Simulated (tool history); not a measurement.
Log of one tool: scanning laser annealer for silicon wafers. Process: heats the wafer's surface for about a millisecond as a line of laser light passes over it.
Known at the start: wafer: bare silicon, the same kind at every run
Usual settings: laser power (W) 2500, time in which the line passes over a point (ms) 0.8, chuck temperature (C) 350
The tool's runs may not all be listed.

| run | hour | laser power (W) | time in which the line passes over a point (ms) | chuck temperature (C) | highest temperature of the surface (C) |
|---|---|---|---|---|---|
| 1 | 0 | 2500 | 0.8 | 350 | 1029 |
| 2 | 18.6 | 2500 | 0.8 | 350 | 1029 |
| 3 | 59.8 | 2500 | 0.8 | 350 | 1032 |
| 4 | 93.6 | 2500 | 0.8 | 350 | 1029 |
| 5 | 115.3 | 2500 | 0.8 | 350 | 1031 |
| 6 | 136.5 | 2500 | 0.8 | 350 | 1029 |
| 7 | 154.5 | 2500 | 0.8 | 350 | 1030 |
| 8 | 172 | 2661 | 0.8 | 350 | 1084 |
| 9 | 206.1 | 2661 | 0.8 | 350 | 1086 |
| 10 | 238.6 | 2661 | 0.8 | 312 | 1046 |
| 11 | 268.2 | 2136 | 0.8 | 312 | 859 |
| 12 | 306.9 | 2136 | 0.8 | 312 | 859 |
|  | 314.5 | optics aligned, line set to its width |
| 13 | 351.6 | 2136 | 0.8 | 312 | 861 |
| 14 | 372.4 | 2136 | 0.8 | 312 | 858 |
|  | 387.6 | window over the wafer cleaned |
| 15 | 405.2 | 2136 | 0.8 | 312 | 878 |
|  | 427.9 | optics aligned, line set to its width, once more |
| 16 | 444.8 | 2500 | 0.829 | 350 | 1054 |
| 17 | 478 | 2500 | 0.829 | 350 | 1059 |
| 18 | 517.5 | 2500 | 0.829 | 350 | 1058 |
| 19 | 534.5 | 2390 | 0.794 | 311 | 965 |
| 20 | 567.7 | 2462 | 0.637 | 387 | 999 |
| 21 | 606.9 | 2567 | 0.576 | 327 | 946 |
| 22 | 630.1 | 2567 | 0.576 | 327 | 945 |
| 23 | 653.6 | 2259 | 0.939 | 322 | 975 |
| 24 | 695.2 | 2259 | 0.939 | 322 | 975 |
| 25 | 718.4 | 2259 | 0.939 | 322 | 973 |
| 26 | 757.9 | 2500 | 0.857 | 356 | 1072 |
| 27 | 777.9 | 2500 | 0.666 | 316 | 950 |
| 28 | 802.9 | 2593 | 0.977 | 350 | 1145 |
| 29 | 825.9 | 2376 | 0.65 | 350 | 933 |
| 30 | 852.7 | 2470 | 0.666 | 350 | 973 |
| 31 | 871.4 | 2470 | 0.666 | 350 | 971 |
| 32 | 912.6 | 2462 | 0.935 | 368 | 1095 |
| 33 | 930 | 2166 | 0.7 | 368 | 903 |
| 34 | 947.4 | 2166 | 0.7 | 368 | 901 |
| 35 | 964.9 | 2166 | 0.695 | 318 | 847 |

3 ways to go on from here, each from the tool as it stands after run 35. What would each give?
| A | 998.8 | 2503 | 0.923 | 350 | ? |
| B | 998.8 | 2166 | 0.695 | 340 | ? |
| C | 998.8 | 2170 | 0.8 | 364 | ? |

| run | highest temperature of the surface (C) |
|---|---|
| A | 1085 |
| B | 868 |
| C | 932 |
Without the tool's hidden state the same runs would have given:
| run | highest temperature of the surface (C) |
|---|---|
| A | 1101 |
| B | 879 |
| C | 945 |
